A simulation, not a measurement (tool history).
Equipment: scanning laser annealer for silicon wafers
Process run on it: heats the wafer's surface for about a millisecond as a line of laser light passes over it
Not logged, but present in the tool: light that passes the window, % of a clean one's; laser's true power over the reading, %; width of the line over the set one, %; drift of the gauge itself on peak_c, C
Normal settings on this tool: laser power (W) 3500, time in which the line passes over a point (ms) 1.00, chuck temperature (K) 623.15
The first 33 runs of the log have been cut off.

run    hour  laser power (W)  time in which the line passes over a point (ms)  chuck temperature (K)  hours of work since the window was cleaned  hours of work since the power meter was calibrated  hours of work since the optics were aligned  highest temperature of the surface (K)
     1095.2  -- window over the wafer cleaned
 34  1114.7             3500                                             1.16                 596.15                                          12                                                1006                                           76                                 1344.15
 35  1133.3             3500                                             0.71                 632.15                                          23                                                1017                                           88                                 1233.15
 36  1172.2             3058                                             1.03                 628.15                                          47                                                1041                                          112                                 1221.15
 37  1193.0             3732                                             1.14                 628.15                                          60                                                1054                                          124                                 1438.15
 38  1232.8             3151                                             0.86                 628.15                                          85                                                1078                                          149                                 1199.15
 39  1264.1             3151                                             0.86                 628.15                                         104                                                1098                                          168                                 1199.15
 40  1296.4             3551                                             0.98                 660.15                                         124                                                1118                                          188                                 1367.15
 41  1320.5             3551                                             0.98                 660.15                                         139                                                1132                                          203                                 1374.15

What if the next run were any one of these 4? Each begins from the tool's condition after run 41:
  A  1342.6             3005                                             0.99                 623.15                                         152                                                1146                                          216                                       ?
  B  1342.6             3500                                             1.00                 589.15                                         152                                                1146                                          216                                       ?
  C  1342.6             3004                                             1.10                 623.15                                         152                                                1146                                          216                                       ?
  D  1342.6             3658                                             1.00                 620.15                                         152                                                1146                                          216                                       ?

run  highest temperature of the surface (K)
  A                                 1190.15
  B                                 1288.15
  C                                 1220.15
  D                                 1367.15
With the hidden condition removed and each run's random variation left untouched, the same runs would have given:
run  highest temperature of the surface (K)
  A                                 1190.15
  B                                 1289.15
  C                                 1220.15
  D                                 1367.15

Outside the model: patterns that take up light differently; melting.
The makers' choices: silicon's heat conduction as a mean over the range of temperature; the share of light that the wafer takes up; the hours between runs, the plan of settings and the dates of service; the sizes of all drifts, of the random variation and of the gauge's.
